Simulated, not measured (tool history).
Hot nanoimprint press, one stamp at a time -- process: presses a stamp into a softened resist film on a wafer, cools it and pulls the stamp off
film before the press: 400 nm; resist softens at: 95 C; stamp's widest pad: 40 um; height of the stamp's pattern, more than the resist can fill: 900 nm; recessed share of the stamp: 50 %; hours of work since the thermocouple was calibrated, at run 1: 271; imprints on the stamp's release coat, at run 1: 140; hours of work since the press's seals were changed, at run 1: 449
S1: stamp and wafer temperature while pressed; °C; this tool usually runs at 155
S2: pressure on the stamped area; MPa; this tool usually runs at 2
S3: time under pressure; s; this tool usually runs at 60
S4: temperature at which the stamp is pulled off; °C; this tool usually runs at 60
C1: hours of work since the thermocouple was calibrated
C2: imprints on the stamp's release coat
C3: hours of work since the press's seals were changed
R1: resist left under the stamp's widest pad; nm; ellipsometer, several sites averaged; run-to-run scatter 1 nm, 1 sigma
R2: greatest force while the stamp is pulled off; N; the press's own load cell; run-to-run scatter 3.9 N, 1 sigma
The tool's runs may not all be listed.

| run | hour | S1 | S2 | S3 | S4 | C1 | C2 | C3 | R1 | R2 |
|---|---|---|---|---|---|---|---|---|---|---|
| 1 | 0 | 155 | 2 | 60 | 60 | 271 | 140 | 449 | 151.9 | 204 |
| 2 | 11.3 | 165 | 2 | 60 | 60 | 278 | 164 | 456 | 94.5 | 209 |
| 3 | 29.7 | 165 | 2 | 60 | 60 | 290 | 204 | 468 | 94.1 | 206 |
| 4 | 44.1 | 165 | 2 | 60 | 60 | 298 | 235 | 477 | 94.4 | 205 |
| 5 | 55.6 | 165 | 2 | 60 | 60 | 305 | 260 | 484 | 93.3 | 213 |
| 6 | 67.9 | 155 | 2 | 60 | 50 | 313 | 286 | 491 | 151.2 | 283 |
| 7 | 87.7 | 155 | 2.53 | 60 | 60 | 325 | 329 | 503 | 133.9 | 229 |
| 8 | 102.1 | 155 | 2.53 | 60 | 60 | 334 | 360 | 512 | 134.6 | 226 |
| 9 | 117.9 | 155 | 2.53 | 60 | 60 | 344 | 394 | 522 | 134 | 237 |
| 10 | 131.6 | 155 | 2.53 | 60 | 60 | 352 | 423 | 530 | 135.2 | 236 |
| 11 | 152.4 | 145 | 2.87 | 55 | 62 | 365 | 468 | 543 | 213.3 | 235 |
|  | 162.3 | plate thermocouple calibrated |
| 12 | 170.1 | 167 | 2.57 | 88 | 50 | 5 | 500 | 552 | 63.5 | 298 |
| 13 | 188 | 167 | 2.57 | 88 | 50 | 16 | 538 | 563 | 63.8 | 304 |

Predict each of these 4 candidate next runs independently; none follows another, all start after run 13:
| A | 197.7 | 155 | 1.33 | 109 | 58 | 22 | 559 | 569 | ? | ? |
| B | 197.7 | 154 | 2.57 | 88 | 50 | 22 | 559 | 569 | ? | ? |
| C | 197.7 | 167 | 2.57 | 38 | 50 | 22 | 559 | 569 | ? | ? |
| D | 197.7 | 167 | 2.57 | 61 | 50 | 22 | 559 | 569 | ? | ? |

| run | R1 | R2 |
|---|---|---|
| A | 145.7 | 245 |
| B | 117 | 302 |
| C | 90.5 | 306 |
| D | 73.9 | 310 |
Take away the tool's hidden state, keep each run's random variation, and the runs would have read:
| run | R1 | R2 |
|---|---|---|
| A | 143.7 | 191 |
| B | 113.7 | 235 |
| C | 87.9 | 239 |
| D | 71.7 | 242 |
